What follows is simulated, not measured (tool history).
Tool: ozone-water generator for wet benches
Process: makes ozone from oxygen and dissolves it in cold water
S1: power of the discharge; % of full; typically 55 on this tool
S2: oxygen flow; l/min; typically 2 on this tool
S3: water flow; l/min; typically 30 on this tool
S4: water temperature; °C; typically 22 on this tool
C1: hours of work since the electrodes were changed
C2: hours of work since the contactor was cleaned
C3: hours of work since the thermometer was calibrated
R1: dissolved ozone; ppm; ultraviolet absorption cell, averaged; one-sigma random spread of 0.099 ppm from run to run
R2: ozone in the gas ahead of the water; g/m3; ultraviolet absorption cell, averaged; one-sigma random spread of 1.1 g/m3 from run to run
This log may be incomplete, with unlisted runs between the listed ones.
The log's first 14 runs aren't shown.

run,hour,S1,S2,S3,S4,C1,C2,C3,R1,R2
15,271.7,68,2,30,22,636,2139,2054,8.63,210.7
16,288,68,2,30,22,648,2150,2066,8.66,210.7
17,318.9,93,2,39,16,670,2173,2088,8.29,259.2
18,335.6,93,1.66,39,20,682,2185,2101,7.31,278.7
19,366.7,93,1.66,39,15,705,2207,2123,7.41,275.8
20,398.2,52,1.66,27,15,728,2230,2146,7.6,188.5
21,420.9,83,2.73,27,15,744,2247,2162,13.1,216.9
22,441,84,2.68,18,21,759,2261,2177,17.69,219.4
23,463.7,51,1.46,28,21,775,2277,2193,6.53,195.7
24,494.8,81,2.45,30,30,797,2300,2215,9.95,222.4
25,514.2,55,2,30,15,811,2314,2230,7.87,185.4
26,534,62,2,30,18,826,2328,2244,8.23,198.4
27,560.9,50,1.08,30,20,845,2348,2263,4.99,211
28,580.3,88,2,45,21,859,2362,2277,6.74,250
29,598.7,88,1.88,45,21,872,2375,2291,6.26,254.5
30,623.7,88,1.88,45,21,891,2393,2309,6.6,257.9
31,646,59,1.88,45,21,907,2409,2325,4.98,197.7

Each row is a separate what-if for the run after 31, all from the same tool condition, not one after another. Results?
A,664.4,58,2,24,22,920,2422,2338,?,?
B,664.4,59,2.66,25,14,920,2422,2338,?,?
C,664.4,55,2,30,25,920,2422,2338,?,?
D,664.4,59,1.88,22,21,920,2422,2338,?,?

run,R1,R2
A,9.71,191
B,11.31,175.3
C,7.36,184.7
D,10.35,199.6
Without the tool's hidden state the same runs would have given:
run,R1,R2
A,9.71,191
B,11.32,175.3
C,7.37,184.7
D,10.36,199.6
